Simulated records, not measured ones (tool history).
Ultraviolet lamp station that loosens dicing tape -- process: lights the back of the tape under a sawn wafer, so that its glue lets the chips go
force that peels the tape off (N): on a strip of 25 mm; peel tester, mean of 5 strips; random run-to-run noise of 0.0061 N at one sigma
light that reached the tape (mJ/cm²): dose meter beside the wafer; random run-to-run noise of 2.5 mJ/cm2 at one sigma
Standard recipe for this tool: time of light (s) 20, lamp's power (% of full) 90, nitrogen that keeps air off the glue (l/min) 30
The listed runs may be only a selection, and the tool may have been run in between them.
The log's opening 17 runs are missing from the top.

run	day	time of light (s)	lamp's power (% of full)	nitrogen that keeps air off the glue (l/min)	hours of work of the lamp	hours of work since the window was cleaned	force that peels the tape off (N)	light that reached the tape (mJ/cm²)
18	14.733	20	90	30	427	58	0.176	296
19	15.725	14	90	30	438	68	0.254	211
20	16.812	14	90	33	450	80	0.237	207
21	17.371	14	90	33	456	86	0.237	209
22	18.404	14	90	33	467	97	0.236	208
23	19.617	14	94	9	480	110	0.52	217
24	20.321	15	90	16	487	118	0.353	224
25	21.262	30	75	33	498	128	0.163	372
26	21.758	35	98	22	503	133	0.164	576
27	22.771	11	69	14	514	144	0.905	126
28	23.912	28	83	22	526	157	0.165	391
29	24.458	14	73	30	532	162	0.335	171
30	25.175	40	82	50	540	170	0.157	541
31	26.275	10	97	41	552	182	0.318	162
32	27.317	20	98	28	563	193	0.163	325
33	28.117	20	98	28	571	202	0.178	328
# day 28.317: window cleaned of glue's vapour
34	29.112	20	90	46	582	9	0.163	301
35	30.092	20	90	46	593	19	0.17	300
36	31.296	16	90	18	605	32	0.275	237
37	32.204	16	77	39	615	42	0.237	202
38	32.696	31	79	30	621	47	0.158	405
39	33.871	31	79	30	633	60	0.161	407
40	35.021	31	79	30	646	72	0.167	401
41	35.596	28	72	34	652	78	0.163	337
42	36.138	20	82	15	658	84	0.263	269

Estimate the outcome of run 43 from the log above:
43	37.162	22	90	29	669	95	?	?

force that peels the tape off (N): 0.172
light that reached the tape (mJ/cm²): 326
If the tool had no hidden condition, the same run with the same run-to-run variation would have returned force that peels the tape off (N) 0.172, light that reached the tape (mJ/cm²) 327.

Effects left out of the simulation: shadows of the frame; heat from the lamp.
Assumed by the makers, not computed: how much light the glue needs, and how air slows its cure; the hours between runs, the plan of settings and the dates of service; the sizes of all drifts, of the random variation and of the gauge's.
